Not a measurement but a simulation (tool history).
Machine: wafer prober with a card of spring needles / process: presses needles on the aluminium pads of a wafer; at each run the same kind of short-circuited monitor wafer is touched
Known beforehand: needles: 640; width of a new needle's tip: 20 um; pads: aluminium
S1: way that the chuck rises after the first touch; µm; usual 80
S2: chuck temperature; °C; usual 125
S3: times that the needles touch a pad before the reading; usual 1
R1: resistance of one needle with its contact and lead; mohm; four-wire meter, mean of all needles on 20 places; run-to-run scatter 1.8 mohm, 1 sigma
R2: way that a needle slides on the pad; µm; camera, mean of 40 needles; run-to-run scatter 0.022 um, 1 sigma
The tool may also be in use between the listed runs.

run,hour,S1,S2,S3,R1,R2
1,0.0,80,125,1,192,15.42
# hour 10.9: tips cleaned on abrasive film
# hour 28.8: tips cleaned on abrasive film
# hour 48.3: tips cleaned on abrasive film
2,54.8,80,125,1,198,15.41
# hour 65.8: tips cleaned on abrasive film
# hour 83.8: tips cleaned on abrasive film
3,90.0,80,125,1,194,15.41
# hour 100.8: tips cleaned on abrasive film
# hour 118.8: tips cleaned on abrasive film
4,128.0,95,125,1,192,18.32
# hour 135.6: tips cleaned on abrasive film
# hour 152.7: tips cleaned on abrasive film
5,162.3,80,125,1,193,15.39
# hour 169.0: tips cleaned on abrasive film
# hour 187.2: tips cleaned on abrasive film
# hour 204.5: tips cleaned on abrasive film
# hour 223.8: tips cleaned on abrasive film
6,223.8,80,125,1,195,15.45
# hour 242.1: tips cleaned on abrasive film
# hour 261.9: tips cleaned on abrasive film
# hour 262.2: height of the first contact set anew
# hour 280.8: tips cleaned on abrasive film
7,283.8,80,125,1,194,15.45
# hour 299.9: tips cleaned on abrasive film
# hour 318.5: tips cleaned on abrasive film
8,333.9,80,125,1,195,15.45
# hour 337.9: tips cleaned on abrasive film
# hour 355.7: tips cleaned on abrasive film
# hour 375.4: tips cleaned on abrasive film
9,382.0,87,125,1,191,16.81
# hour 391.5: tips cleaned on abrasive film
# hour 410.6: tips cleaned on abrasive film
# hour 429.7: tips cleaned on abrasive film
10,437.1,87,125,1,190,16.80
# hour 447.3: tips cleaned on abrasive film
# hour 465.7: tips cleaned on abrasive film
11,473.6,87,125,1,194,16.86
# hour 485.3: tips cleaned on abrasive film
# hour 504.0: tips cleaned on abrasive film
12,507.2,87,125,1,193,16.82
# hour 522.1: tips cleaned on abrasive film
# hour 539.8: tips cleaned on abrasive film
13,552.5,80,125,2,192,15.51
# hour 556.5: tips cleaned on abrasive film
# hour 575.0: tips cleaned on abrasive film
# hour 579.0: height of the first contact set anew
14,581.6,80,125,2,192,15.51
# hour 593.5: tips cleaned on abrasive film
# hour 612.6: tips cleaned on abrasive film
# hour 631.3: tips cleaned on abrasive film
15,640.0,70,125,2,197,13.55
# hour 647.3: tips cleaned on abrasive film
# hour 664.9: tips cleaned on abrasive film
# hour 682.7: tips cleaned on abrasive film
16,683.7,80,122,2,189,15.49
# hour 700.7: tips cleaned on abrasive film
# hour 720.3: tips cleaned on abrasive film
# hour 737.3: tips cleaned on abrasive film
17,737.3,99,28,3,172,19.24
# hour 755.5: tips cleaned on abrasive film
# hour 772.1: tips cleaned on abrasive film
# hour 788.0: tips cleaned on abrasive film
18,794.2,74,35,2,177,14.35

Forecast run 19:
# hour 805.6: tips cleaned on abrasive film
# hour 825.2: tips cleaned on abrasive film
# hour 844.2: tips cleaned on abrasive film
19,852.1,74,35,2,?,?

R1: 176 mohm
R2: 14.34 µm
The same run, on a tool lacking any hidden state, would have yielded R1 175 mohm, R2 14.24 µm.
